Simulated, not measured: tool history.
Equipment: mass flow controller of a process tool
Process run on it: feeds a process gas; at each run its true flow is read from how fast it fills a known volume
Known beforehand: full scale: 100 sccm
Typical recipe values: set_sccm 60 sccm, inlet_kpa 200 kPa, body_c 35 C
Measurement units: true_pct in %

run	day	set_sccm	inlet_kpa	body_c	true_pct
1	0.000	60	200	35	95.74
2	9.042	60	200	35	95.74
3	15.329	60	200	35	95.78
4	24.867	60	200	35	95.85
5	34.425	60	200	35	95.78
6	42.421	60	200	35	95.68
7	46.517	60	210	35	95.89
8	54.550	60	210	35	95.58
9	58.996	60	210	35	95.85
10	67.875	60	140	35	95.17
11	73.954	60	140	35	95.30
12	78.542	60	200	35	95.51
13	86.004	60	246	35	95.82
14	91.150	23	246	35	96.17
15	97.746	60	152	35	95.25
16	103.283	60	200	35	95.63
17	111.342	67	200	35	95.71
18	115.617	60	200	35	95.61
19	119.733	60	200	35	95.56
20	128.762	60	200	28	96.23
21	135.033	60	200	37	95.40
# day 142.638: controller exchanged for a calibrated one
22	143.650	60	200	37	98.11
23	149.983	60	149	37	97.77
24	157.329	60	149	22	98.98
25	161.604	60	149	22	98.99
26	171.733	10	154	39	97.50
27	178.550	21	147	30	97.87
28	187.512	13	262	38	98.19
29	192.704	13	262	38	98.28
30	197.854	60	243	24	99.22
31	205.125	60	243	24	99.40
32	212.979	60	145	31	98.08
33	219.333	60	145	31	98.24
34	228.971	60	145	31	98.00
35	239.058	60	145	31	98.13
36	244.225	53	247	33	98.42
37	253.712	58	211	33	98.25
38	263.038	58	260	40	97.99
39	269.071	60	253	35	98.27
40	276.704	23	253	39	98.24
41	282.017	23	253	39	98.35
42	288.683	13	200	35	99.77
43	296.712	43	200	35	97.78
44	302.317	43	252	23	99.21
45	310.504	40	206	36	97.75
46	316.938	40	206	36	97.85
47	325.092	19	192	24	100.05

Alternative continuations, all from the tool just after run 47; predict every row:
A	333.421	26	170	24	?
B	333.421	16	200	35	?
C	333.421	27	269	37	?

run	true_pct
A	99.18
B	99.77
C	98.51
Had the tool no hidden state, the same runs would have come out as:
run	true_pct
A	98.14
B	97.15
C	97.56

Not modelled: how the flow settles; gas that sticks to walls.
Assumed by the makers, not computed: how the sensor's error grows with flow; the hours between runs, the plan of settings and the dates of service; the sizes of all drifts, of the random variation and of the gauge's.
